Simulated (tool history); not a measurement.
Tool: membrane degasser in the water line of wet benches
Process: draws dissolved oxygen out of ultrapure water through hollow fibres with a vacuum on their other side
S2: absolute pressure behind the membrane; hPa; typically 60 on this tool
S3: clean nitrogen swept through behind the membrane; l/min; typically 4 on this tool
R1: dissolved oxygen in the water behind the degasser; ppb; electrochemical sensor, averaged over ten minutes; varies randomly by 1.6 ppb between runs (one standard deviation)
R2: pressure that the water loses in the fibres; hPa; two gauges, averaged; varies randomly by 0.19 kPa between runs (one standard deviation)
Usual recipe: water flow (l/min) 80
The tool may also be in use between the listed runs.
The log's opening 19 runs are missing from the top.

{"run": 20, "hour": 2098.2, "water flow (l/min)": 92, "S2": 92.8, "S3": 4, "R1": 354.5, "R2": 471.1}
{"run": 21, "hour": 2215.1, "water flow (l/min)": 114, "S2": 66, "S3": 8.16, "R1": 189.4, "R2": 586.8}
{"run": 22, "hour": 2322.8, "water flow (l/min)": 114, "S2": 42.8, "S3": 8.16, "R1": 119.8, "R2": 588.2}
{"run": 23, "hour": 2395.7, "water flow (l/min)": 56, "S2": 38.9, "S3": 2.15, "R1": 72.6, "R2": 287.1}
{"run": 24, "hour": 2500.6, "water flow (l/min)": 56, "S2": 38.9, "S3": 2.15, "R1": 72.4, "R2": 289.6}
{"hour": 2597.8, "done": "seals of the vacuum lines changed"}
{"run": 25, "hour": 2650.0, "water flow (l/min)": 82, "S2": 129.9, "S3": 4.44, "R1": 437.7, "R2": 422.9}
{"run": 26, "hour": 2812.0, "water flow (l/min)": 57, "S2": 112.4, "S3": 8.8, "R1": 149.2, "R2": 296.1}
{"run": 27, "hour": 2920.2, "water flow (l/min)": 58, "S2": 48.4, "S3": 2.13, "R1": 130.9, "R2": 296.9}
{"run": 28, "hour": 3023.8, "water flow (l/min)": 58, "S2": 48.4, "S3": 2.13, "R1": 131, "R2": 300.3}
{"run": 29, "hour": 3095.1, "water flow (l/min)": 67, "S2": 47.1, "S3": 11.24, "R1": 55.1, "R2": 350.1}
{"run": 30, "hour": 3242.5, "water flow (l/min)": 83, "S2": 81.3, "S3": 2.32, "R1": 411.4, "R2": 429.2}
{"run": 31, "hour": 3332.5, "water flow (l/min)": 89, "S2": 126.2, "S3": 3.43, "R1": 560.2, "R2": 462.8}
{"run": 32, "hour": 3427.5, "water flow (l/min)": 89, "S2": 126.2, "S3": 3.43, "R1": 554.5, "R2": 461}
{"run": 33, "hour": 3590.0, "water flow (l/min)": 119, "S2": 68.7, "S3": 3.43, "R1": 356, "R2": 620.2}

Consider 3 possible next runs. They are alternatives, not a sequence: every one starts from the tool as it was left by run 33. What does each give?
{"run": "A", "hour": 3729.3, "water flow (l/min)": 80, "S2": 92.3, "S3": 4, "R1": "?", "R2": "?"}
{"run": "B", "hour": 3729.3, "water flow (l/min)": 59, "S2": 60, "S3": 4, "R1": "?", "R2": "?"}
{"run": "C", "hour": 3729.3, "water flow (l/min)": 80, "S2": 101.2, "S3": 4, "R1": "?", "R2": "?"}

run=A R1=315.5 R2=412
run=B R1=128.1 R2=307.1
run=C R1=349.7 R2=414.4
Without the tool's hidden state the same runs would have given:
run=A R1=290.7 R2=384.6
run=B R1=110.6 R2=286.9
run=C R1=325.3 R2=386.9

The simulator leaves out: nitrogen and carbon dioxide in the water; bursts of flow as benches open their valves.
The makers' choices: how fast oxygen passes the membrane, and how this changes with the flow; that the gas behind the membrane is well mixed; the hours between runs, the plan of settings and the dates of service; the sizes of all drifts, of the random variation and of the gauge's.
